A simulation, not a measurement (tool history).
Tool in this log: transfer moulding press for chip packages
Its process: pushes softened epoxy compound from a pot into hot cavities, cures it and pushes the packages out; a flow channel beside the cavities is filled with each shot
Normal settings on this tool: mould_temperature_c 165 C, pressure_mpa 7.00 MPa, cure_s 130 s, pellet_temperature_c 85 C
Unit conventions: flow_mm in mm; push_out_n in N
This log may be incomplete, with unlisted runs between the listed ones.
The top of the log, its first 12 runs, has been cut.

run    day  mould_temperature_c  pressure_mpa  cure_s  pellet_temperature_c  hours of work since the mould's thermocouples were calibrated  shots since the plunger's rings were changed  shots since the cavities were cleaned  incoming compound's hours out of the cold store  flow_mm  push_out_n
 13  3.121                  165          7.00     130                    85                                                             70                                          2437                                    258                                             33.9      643         401
 14  3.392                  165          7.00     130                    83                                                             75                                          2505                                    326                                             17.1      658         439
 15  3.688                  165          7.00     130                    83                                                             81                                          2581                                    402                                             13.4      666         455
 16  3.896                  165          7.00     130                    83                                                             84                                          2632                                    453                                             19.5      650         490
     4.204  -- cavities cleaned with cleaning compound and waxed
 17  4.267                  165          7.79     130                    75                                                             90                                          2710                                     15                                             17.2      703         262
 18  4.517                  165          6.64     130                    95                                                             94                                          2773                                     78                                             36.5      615         315
 19  4.729                  163          5.63     162                    93                                                             98                                          2827                                    132                                             19.2      593         335
 20  4.975                  160          7.00     130                    95                                                            103                                          2889                                    194                                             44.5      623         427
 21  5.296                  165          7.00     130                    78                                                            108                                          2970                                    275                                             27.8      646         414
 22  5.483                  165          7.00     130                    78                                                            112                                          3017                                    322                                             10.6      679         439
 23  5.792                  165          7.98     130                    77                                                            117                                          3095                                    400                                             33.9      678         456
 24  5.967                  164          7.00     130                    88                                                            121                                          3139                                    444                                             19.9      663         499
 25  6.175                  172          7.00     130                    91                                                            124                                          3192                                    497                                             11.0      668         472
     6.317  -- cavities cleaned with cleaning compound and waxed
 26  6.433                  171          7.00     130                    77                                                            128                                          3241                                     29                                             11.6      657         267
 27  6.646                  164          7.00     134                    85                                                            132                                          3295                                     83                                             18.6      654         327
 28  7.021                  164          7.00     134                    85                                                            138                                          3390                                    178                                             39.5      627         382
 29  7.254                  164          7.00     134                    85                                                            143                                          3448                                    236                                             16.2      661         409
 30  7.529                  164          6.02     134                    82                                                            148                                          3518                                    306                                             34.7      580         437

Each row is a separate what-if for the run after 30, all from the same tool condition, not one after another. Results?
  A  7.800                  170          6.60     134                    87                                                            153                                          3586                                    374                                             28.2        ?           ?
  B  7.800                  161          7.00     130                    85                                                            153                                          3586                                    374                                             38.8        ?           ?
  C  7.800                  159          6.02     134                    77                                                            153                                          3586                                    374                                             15.6        ?           ?

run  flow_mm  push_out_n
  A      624         444
  B      628         499
  C      622         521
Without the tool's hidden state the same runs would have given:
run  flow_mm  push_out_n
  A      665         241
  B      670         271
  C      663         283

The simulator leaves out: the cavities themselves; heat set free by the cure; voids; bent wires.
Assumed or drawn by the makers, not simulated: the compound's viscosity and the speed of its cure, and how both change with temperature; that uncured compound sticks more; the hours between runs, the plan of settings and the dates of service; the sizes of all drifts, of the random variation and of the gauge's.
